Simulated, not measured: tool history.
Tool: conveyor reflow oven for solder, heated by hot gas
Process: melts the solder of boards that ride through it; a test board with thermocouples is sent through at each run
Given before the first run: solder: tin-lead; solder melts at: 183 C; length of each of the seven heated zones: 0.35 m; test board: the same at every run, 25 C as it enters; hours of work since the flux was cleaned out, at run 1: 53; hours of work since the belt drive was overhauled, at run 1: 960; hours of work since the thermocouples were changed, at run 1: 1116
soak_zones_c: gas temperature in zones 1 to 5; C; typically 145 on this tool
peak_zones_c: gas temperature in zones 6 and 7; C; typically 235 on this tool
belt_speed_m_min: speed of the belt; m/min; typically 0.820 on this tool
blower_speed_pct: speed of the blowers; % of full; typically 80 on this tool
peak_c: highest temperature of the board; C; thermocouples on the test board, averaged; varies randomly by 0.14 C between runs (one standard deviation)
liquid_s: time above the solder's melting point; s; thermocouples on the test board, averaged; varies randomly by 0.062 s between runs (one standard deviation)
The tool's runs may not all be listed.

run,hour,soak_zones_c,peak_zones_c,belt_speed_m_min,blower_speed_pct,hours of work since the flux was cleaned out,hours of work since the belt drive was overhauled,hours of work since the thermocouples were changed,peak_c,liquid_s
1,0.0,145,235,0.820,80,53,960,1116,218.8,40.87
# hour 71.2: thermocouples of zones 6 and 7 changed
2,71.2,145,235,0.820,80,92,998,0,219.2,40.75
3,173.6,154,235,0.820,80,149,1056,57,220.5,44.09
# hour 225.4: flux residue cleaned out of gas plates and filters
4,249.5,154,235,0.820,80,14,1095,97,220.7,44.04
5,346.2,154,235,0.820,70,68,1150,151,217.6,42.38
6,412.5,145,235,0.820,80,105,1187,188,218.8,40.80
7,455.6,145,235,0.820,80,129,1211,213,218.9,40.85
8,525.2,145,235,0.820,80,168,1250,252,218.8,40.78
# hour 538.6: flux residue cleaned out of gas plates and filters
9,578.0,145,235,0.820,80,22,1277,278,219.2,40.75
10,637.5,145,235,0.965,80,55,1310,312,213.5,31.65
# hour 662.9: belt drive overhauled, speed set with a stopwatch
11,717.8,145,235,0.965,80,98,31,354,213.6,31.64
12,788.5,145,232,0.965,80,138,70,394,210.9,30.38
13,842.4,145,232,0.965,80,168,101,424,211.3,30.22
# hour 861.1: flux residue cleaned out of gas plates and filters
14,933.2,145,232,0.965,80,40,149,472,211.3,30.42
15,1016.3,145,235,0.820,57,87,195,519,209.9,34.43
16,1110.9,145,235,0.820,57,140,248,572,210.1,34.32
# hour 1177.9: flux residue cleaned out of gas plates and filters
17,1184.8,145,235,0.820,67,4,287,610,214.7,37.87
18,1249.9,145,230,0.820,71,40,323,647,211.8,36.58
19,1304.6,145,230,0.820,71,71,354,678,211.9,36.52
20,1386.8,145,230,0.820,71,117,400,724,211.6,36.63
21,1473.0,142,233,0.820,63,165,448,772,210.4,34.36
# hour 1491.8: flux residue cleaned out of gas plates and filters
22,1548.1,142,233,0.820,63,32,488,811,210.4,34.34
23,1595.8,137,230,0.886,61,58,514,838,203.1,24.98
24,1690.0,137,230,0.886,61,111,567,891,203.0,24.93
25,1777.9,137,230,0.886,61,160,616,940,202.8,24.88
# hour 1811.3: flux residue cleaned out of gas plates and filters
26,1852.6,145,229,0.740,53,23,655,979,207.2,36.25
27,1954.2,145,229,0.740,53,80,712,1036,207.1,36.18
28,2013.4,145,229,0.740,53,113,745,1069,207.1,36.20
29,2070.0,133,235,0.820,71,145,777,1101,213.4,34.50

Branching from run 29: 3 alternative next runs. What would each branch give?
A,2115.7,133,231,0.897,71,170,803,1126,?,?
B,2115.7,147,248,0.820,61,170,803,1126,?,?
C,2115.7,133,235,0.820,80,170,803,1126,?,?

run,peak_c,liquid_s
A,206.8,27.02
B,222.4,42.19
C,216.6,36.78
What these runs would have given with no unlogged condition in the tool:
run,peak_c,liquid_s
A,206.9,27.06
B,222.5,42.20
C,216.7,36.81

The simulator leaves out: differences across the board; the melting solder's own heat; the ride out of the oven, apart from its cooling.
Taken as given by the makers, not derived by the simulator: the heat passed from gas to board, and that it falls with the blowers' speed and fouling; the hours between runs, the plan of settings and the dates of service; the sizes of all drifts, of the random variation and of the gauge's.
